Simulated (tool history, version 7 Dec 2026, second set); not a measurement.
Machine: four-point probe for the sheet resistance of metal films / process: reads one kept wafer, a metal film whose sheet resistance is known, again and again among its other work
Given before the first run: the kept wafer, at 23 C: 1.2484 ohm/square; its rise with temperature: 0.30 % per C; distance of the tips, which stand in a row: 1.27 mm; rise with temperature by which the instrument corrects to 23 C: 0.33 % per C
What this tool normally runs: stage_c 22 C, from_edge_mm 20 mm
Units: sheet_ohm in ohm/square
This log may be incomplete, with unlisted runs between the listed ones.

run    hour  stage_c  from_edge_mm  sheet_ohm
  1       0       22            20   1.250969
  2   106.2       22            20   1.251313
  3   183.1       22            20   1.251052
  4   273.5       22            20   1.251119
  5   342.3       22            20   1.251171
  6   435.5       33            20   1.247587
  7   513.5       22            61   1.248825
  8   614.9       22            61   1.249289
  9   709.9       22            61   1.249042
 10   804.5       22            20   1.251494
 11   908.6       22            20   1.251665
 12   974.6       22            20   1.251672
 13  1067.6       22            20   1.251493
 14  1190.4       22            20   1.251522
 15  1260.7       22            20   1.251662
 16  1352.7       22            20   1.251566
 17    1438       22            20   1.251299
 18  1504.6       22            20   1.251335
 19  1623.3       24             9   1.261126
 20  1677.7       25            12    1.25515
 21  1734.9       20            16   1.253525
 22  1831.9       22            13   1.255433
 23  1891.7       20             7   1.271133
     1942.9  -- stage's thermometer calibrated
 24  1958.5       20             7   1.271552
 25  2049.7       20             7   1.271113
 26  2134.6       34             5   1.286204
 27  2199.3       34             5   1.286013
 28  2251.7       34             5   1.286349
 29    2305       34             5   1.286091
 30  2374.5       27            55   1.247528
 31  2451.9       22             9   1.262286
 32  2513.4       22             9   1.261926
 33  2566.4       31             6    1.27464
 34  2651.1       31             6     1.2747
 35  2738.5       31            53   1.245846

Predict each of these 3 candidate next runs independently; none follows another, all start after run 35:
  A  2811.8       21             9          ?
  B  2811.8       24            50          ?
  C  2811.8       19             4          ?

run  sheet_ohm
  A    1.26238
  B   1.248336
  C   1.314381
What these runs would have given with no unlogged condition in the tool:
run  sheet_ohm
  A   1.262433
  B   1.248388
  C   1.314436

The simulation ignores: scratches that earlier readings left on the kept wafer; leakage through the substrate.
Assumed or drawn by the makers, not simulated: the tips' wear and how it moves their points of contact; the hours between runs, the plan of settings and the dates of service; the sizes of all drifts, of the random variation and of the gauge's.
